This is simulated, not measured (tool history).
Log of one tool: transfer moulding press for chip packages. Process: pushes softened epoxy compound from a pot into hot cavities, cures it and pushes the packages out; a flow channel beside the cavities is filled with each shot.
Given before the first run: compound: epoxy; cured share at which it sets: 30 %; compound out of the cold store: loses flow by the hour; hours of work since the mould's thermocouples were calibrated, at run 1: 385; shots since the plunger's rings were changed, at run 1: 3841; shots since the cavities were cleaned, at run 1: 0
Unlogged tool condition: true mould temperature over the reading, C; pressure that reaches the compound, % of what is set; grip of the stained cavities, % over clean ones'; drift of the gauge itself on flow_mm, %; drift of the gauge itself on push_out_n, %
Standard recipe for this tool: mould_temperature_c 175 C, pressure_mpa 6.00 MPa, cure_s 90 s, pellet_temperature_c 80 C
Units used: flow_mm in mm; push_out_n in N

run   hour  mould_temperature_c  pressure_mpa  cure_s  pellet_temperature_c  hours of work since the mould's thermocouples were calibrated  shots since the plunger's rings were changed  shots since the cavities were cleaned  incoming compound's hours out of the cold store  flow_mm  push_out_n
  1    0.0                  175          6.00      90                    80                                                            385                                          3841                                      0                                             32.9      530         339
  2   30.6                  175          6.00      90                    80                                                            406                                          4290                                    449                                             13.8      561         353
      34.9  -- cavities cleaned with cleaning compound and waxed
  3   62.5                  175          6.00      90                    80                                                            426                                          4735                                    404                                             22.4      547         347
      69.7  -- cavities cleaned with cleaning compound and waxed
  4   87.5                  175          6.00      90                    80                                                            442                                          5080                                    261                                             24.3      542         338
     105.0  -- cavities cleaned with cleaning compound and waxed
  5  110.9                  175          6.00      90                    80                                                            457                                          5400                                     86                                             44.0      509         324
     128.2  -- plunger's sealing rings changed
  6  133.1                  175          6.00      90                    80                                                            470                                            72                                    375                                             12.2      565         340
     142.5  -- cavities cleaned with cleaning compound and waxed
  7  159.4                  175          5.07      90                    80                                                            487                                           436                                    249                                             37.4      477         331
     178.5  -- cavities cleaned with cleaning compound and waxed
  8  182.5                  175          5.07      90                    80                                                            501                                           751                                     58                                             20.9      503         344
  9  202.7                  175          5.07      90                    80                                                            515                                          1047                                    354                                             26.6      496         328
     214.6  -- cavities cleaned with cleaning compound and waxed
 10  225.2                  175          5.07      90                    80                                                            529                                          1356                                    156                                             27.3      494         327
     249.4  -- cavities cleaned with cleaning compound and waxed
 11  250.7                  175          5.07      90                    80                                                            545                                          1707                                     19                                             14.5      516         352
 12  264.6                  175          5.07      90                    80                                                            554                                          1911                                    223                                             31.4      487         336
     285.8  -- cavities cleaned with cleaning compound and waxed
 13  293.8                  175          6.16      90                    80                                                            573                                          2316                                    117                                              8.9      580         351
     320.3  -- cavities cleaned with cleaning compound and waxed
 14  320.3                  175          6.16      90                    80                                                            589                                          2683                                      0                                             47.3      507         322
 15  336.0                  177          6.16     125                    72                                                            600                                          2913                                    230                                             13.0      570         264
     355.1  -- cavities cleaned with cleaning compound and waxed
 16  356.6                  172          6.16      83                    72                                                            613                                          3192                                     21                                             31.9      541         487
 17  386.4                  175          6.34     130                    74                                                            633                                          3629                                    458                                             26.9      554         256
     389.5  -- cavities cleaned with cleaning compound and waxed
 18  408.9                  174          6.00      90                    80                                                            647                                          3937                                    284                                              9.4      571         353
     424.4  -- cavities cleaned with cleaning compound and waxed
 19  435.0                  177          6.00      88                    70                                                            663                                          4296                                    154                                             29.8      531         323
     460.7  -- cavities cleaned with cleaning compound and waxed
 20  464.0                  175          6.00      90                    79                                                            682                                          4699                                     48                                             17.5      554         361
 21  477.2                  170          6.00      90                    83                                                            691                                          4894                                    243                                             30.5      542         450
     496.9  -- cavities cleaned with cleaning compound and waxed
 22  504.6                  175          6.48      94                    83                                                            708                                          5273                                    113                                             26.7      559         313
     530.3  -- plunger's sealing rings changed
 23  530.3                  175          6.48      94                    83                                                            724                                             0                                    452                                             20.4      571         316
     534.1  -- cavities cleaned with cleaning compound and waxed
 24  559.2                  175          6.48      94                    83                                                            742                                           403                                    369                                             46.7      524         312
     569.3  -- cavities cleaned with cleaning compound and waxed
 25  573.9                  168          7.07      90                    76                                                            751                                           595                                     68                                             32.1      588         516
 26  587.7                  176          6.00      90                    80                                                            760                                           797                                    270                                             21.3      545         325
     603.8  -- cavities cleaned with cleaning compound and waxed
 27  609.1                  176          6.00      90                    80                                                            774                                          1089                                     78                                             12.5      564         340

Consider 4 possible next runs. They are alternatives, not a sequence: every one starts from the tool as it was left by run 27. What does each give?
  A  625.2                  175          6.00     116                    80                                                            784                                          1324                                    313                                             23.1        ?           ?
  B  625.2                  175          5.66      90                    80                                                            784                                          1324                                    313                                             14.7        ?           ?
  C  625.2                  175          6.00     113                    80                                                            784                                          1324                                    313                                             29.0        ?           ?
  D  625.2                  171          7.09      90                    80                                                            784                                          1324                                    313                                             32.1        ?           ?

run  flow_mm  push_out_n
  A      544         272
  B      545         349
  C      536         273
  D      583         418
Take away the tool's hidden state, keep each run's random variation, and the runs would have read:
run  flow_mm  push_out_n
  A      544         271
  B      545         348
  C      536         272
  D      583         417

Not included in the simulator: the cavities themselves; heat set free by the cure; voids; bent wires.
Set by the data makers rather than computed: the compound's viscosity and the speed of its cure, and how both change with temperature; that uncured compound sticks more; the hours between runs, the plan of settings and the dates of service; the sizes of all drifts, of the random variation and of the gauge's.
